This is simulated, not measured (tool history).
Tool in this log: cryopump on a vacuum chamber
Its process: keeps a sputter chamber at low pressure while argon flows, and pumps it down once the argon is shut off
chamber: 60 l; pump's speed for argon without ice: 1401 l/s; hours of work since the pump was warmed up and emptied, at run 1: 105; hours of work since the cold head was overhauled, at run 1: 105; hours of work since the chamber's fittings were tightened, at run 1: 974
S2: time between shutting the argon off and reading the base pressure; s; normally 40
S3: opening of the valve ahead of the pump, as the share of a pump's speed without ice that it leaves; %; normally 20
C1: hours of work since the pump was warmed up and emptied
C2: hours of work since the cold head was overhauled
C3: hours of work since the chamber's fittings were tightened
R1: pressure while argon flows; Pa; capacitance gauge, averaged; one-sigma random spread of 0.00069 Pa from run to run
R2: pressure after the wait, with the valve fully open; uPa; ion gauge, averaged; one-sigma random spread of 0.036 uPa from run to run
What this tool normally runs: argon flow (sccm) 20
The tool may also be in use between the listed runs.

run 1 hour=0 | argon_flow_(sccm)=20 S2=40 S3=20 | C1=105 C2=105 C3=974 | R1=0.1226 R2=2.51
run 2 hour=9.7 | argon_flow_(sccm)=20 S2=40 S3=18 | C1=110 C2=110 C3=979 | R1=0.1348 R2=2.61
run 3 hour=21.1 | argon_flow_(sccm)=20 S2=40 S3=18 | C1=117 C2=117 C3=986 | R1=0.1341 R2=2.54
run 4 hour=37 | argon_flow_(sccm)=20 S2=40 S3=18 | C1=126 C2=126 C3=995 | R1=0.1359 R2=2.64
run 5 hour=46.6 | argon_flow_(sccm)=20 S2=40 S3=20 | C1=132 C2=132 C3=1001 | R1=0.1224 R2=2.54
run 6 hour=53.4 | argon_flow_(sccm)=20 S2=203 S3=20 | C1=136 C2=136 C3=1005 | R1=0.1225 R2=1.15
run 7 hour=65.4 | argon_flow_(sccm)=20 S2=203 S3=20 | C1=143 C2=143 C3=1012 | R1=0.1221 R2=1.18
run 8 hour=72.6 | argon_flow_(sccm)=20 S2=203 S3=20 | C1=147 C2=147 C3=1016 | R1=0.1209 R2=1.17
run 9 hour=81.1 | argon_flow_(sccm)=20 S2=203 S3=20 | C1=152 C2=152 C3=1021 | R1=0.1223 R2=1.16
run 10 hour=97.3 | argon_flow_(sccm)=20 S2=203 S3=20 | C1=161 C2=161 C3=1030 | R1=0.1219 R2=1.2
run 11 hour=108.1 | argon_flow_(sccm)=20 S2=203 S3=20 | C1=168 C2=168 C3=1037 | R1=0.122 R2=1.23
run 12 hour=116.1 | argon_flow_(sccm)=20 S2=203 S3=20 | C1=172 C2=172 C3=1041 | R1=0.121 R2=1.19
run 13 hour=123.3 | argon_flow_(sccm)=20 S2=203 S3=20 | C1=176 C2=176 C3=1045 | R1=0.1223 R2=1.2
run 14 hour=136.1 | argon_flow_(sccm)=20 S2=203 S3=20 | C1=184 C2=184 C3=1053 | R1=0.1224 R2=1.21
run 15 hour=144.6 | argon_flow_(sccm)=10 S2=40 S3=48 | C1=189 C2=189 C3=1058 | R1=0.0259 R2=2.64

Run 16 has not been measured yet. What should we expect?
run 16 hour=153.9 | argon_flow_(sccm)=39 S2=30 S3=15 | C1=194 C2=194 C3=1063 | R1=? R2=?

Run 16 gave R1 0.3155 Pa, R2 3.21 uPa.
With no hidden state in the tool, this same run would have given R1 0.3122 Pa, R2 2.57 uPa.

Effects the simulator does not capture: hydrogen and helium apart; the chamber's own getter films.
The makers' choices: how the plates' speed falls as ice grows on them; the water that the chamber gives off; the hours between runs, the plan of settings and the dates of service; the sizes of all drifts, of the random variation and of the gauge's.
